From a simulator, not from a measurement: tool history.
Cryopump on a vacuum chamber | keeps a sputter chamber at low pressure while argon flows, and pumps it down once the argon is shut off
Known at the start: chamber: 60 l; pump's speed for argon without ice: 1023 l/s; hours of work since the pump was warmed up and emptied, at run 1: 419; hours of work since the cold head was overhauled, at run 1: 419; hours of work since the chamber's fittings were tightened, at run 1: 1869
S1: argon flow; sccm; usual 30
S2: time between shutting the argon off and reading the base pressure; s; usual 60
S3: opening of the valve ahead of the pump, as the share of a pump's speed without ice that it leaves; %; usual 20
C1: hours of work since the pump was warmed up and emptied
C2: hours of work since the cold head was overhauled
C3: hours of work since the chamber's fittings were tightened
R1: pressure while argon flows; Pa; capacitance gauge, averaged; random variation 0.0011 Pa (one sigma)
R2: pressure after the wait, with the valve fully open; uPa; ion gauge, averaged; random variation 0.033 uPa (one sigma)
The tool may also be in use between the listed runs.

| run | hour | S1 | S2 | S3 | C1 | C2 | C3 | R1 | R2 |
|---|---|---|---|---|---|---|---|---|---|
| 1 | 0 | 30 | 60 | 20 | 419 | 419 | 1869 | 0.2621 | 2.48 |
| 2 | 15.2 | 30 | 60 | 20 | 430 | 430 | 1881 | 0.2625 | 2.52 |
| 3 | 24.5 | 30 | 60 | 20 | 438 | 438 | 1888 | 0.2625 | 2.49 |
| 4 | 34.8 | 30 | 60 | 20 | 446 | 446 | 1896 | 0.2628 | 2.54 |
|  | 47 | leaking fittings of the chamber tightened, without venting |
| 5 | 53.6 | 30 | 60 | 20 | 459 | 459 | 5 | 0.2653 | 1.98 |
| 6 | 62.4 | 30 | 60 | 40 | 466 | 466 | 12 | 0.1409 | 1.91 |
| 7 | 71.7 | 30 | 60 | 40 | 473 | 473 | 19 | 0.1399 | 1.92 |
|  | 89.8 | pump warmed up, emptied and cooled again |
| 8 | 95 | 30 | 60 | 20 | 4 | 488 | 34 | 0.247 | 1.83 |
| 9 | 108.5 | 30 | 60 | 18 | 15 | 498 | 44 | 0.2756 | 1.85 |
| 10 | 121.2 | 30 | 60 | 20 | 25 | 508 | 54 | 0.2509 | 1.85 |
| 11 | 135.3 | 30 | 60 | 20 | 36 | 519 | 65 | 0.2492 | 1.8 |
| 12 | 142.9 | 30 | 60 | 20 | 42 | 525 | 71 | 0.2501 | 1.87 |
| 13 | 160 | 32 | 51 | 52 | 55 | 538 | 85 | 0.1039 | 2.11 |
| 14 | 174.6 | 32 | 51 | 52 | 67 | 550 | 96 | 0.1042 | 2.11 |
| 15 | 192.7 | 24 | 224 | 29 | 81 | 564 | 110 | 0.1384 | 0.76 |
| 16 | 208.9 | 12 | 46 | 32 | 93 | 577 | 123 | 0.0633 | 2.35 |
| 17 | 216.6 | 12 | 46 | 32 | 99 | 583 | 129 | 0.0634 | 2.3 |
| 18 | 226 | 30 | 60 | 56 | 107 | 590 | 136 | 0.0918 | 1.89 |

Forecast run 19:
| 19 | 234.4 | 30 | 93 | 31 | 113 | 597 | 143 | ? | ? |

Run 19 gave R1 0.1631 Pa, R2 1.34 uPa.
Without the tool's hidden state the same run would have given R1 0.1592 Pa, R2 1.25 uPa.
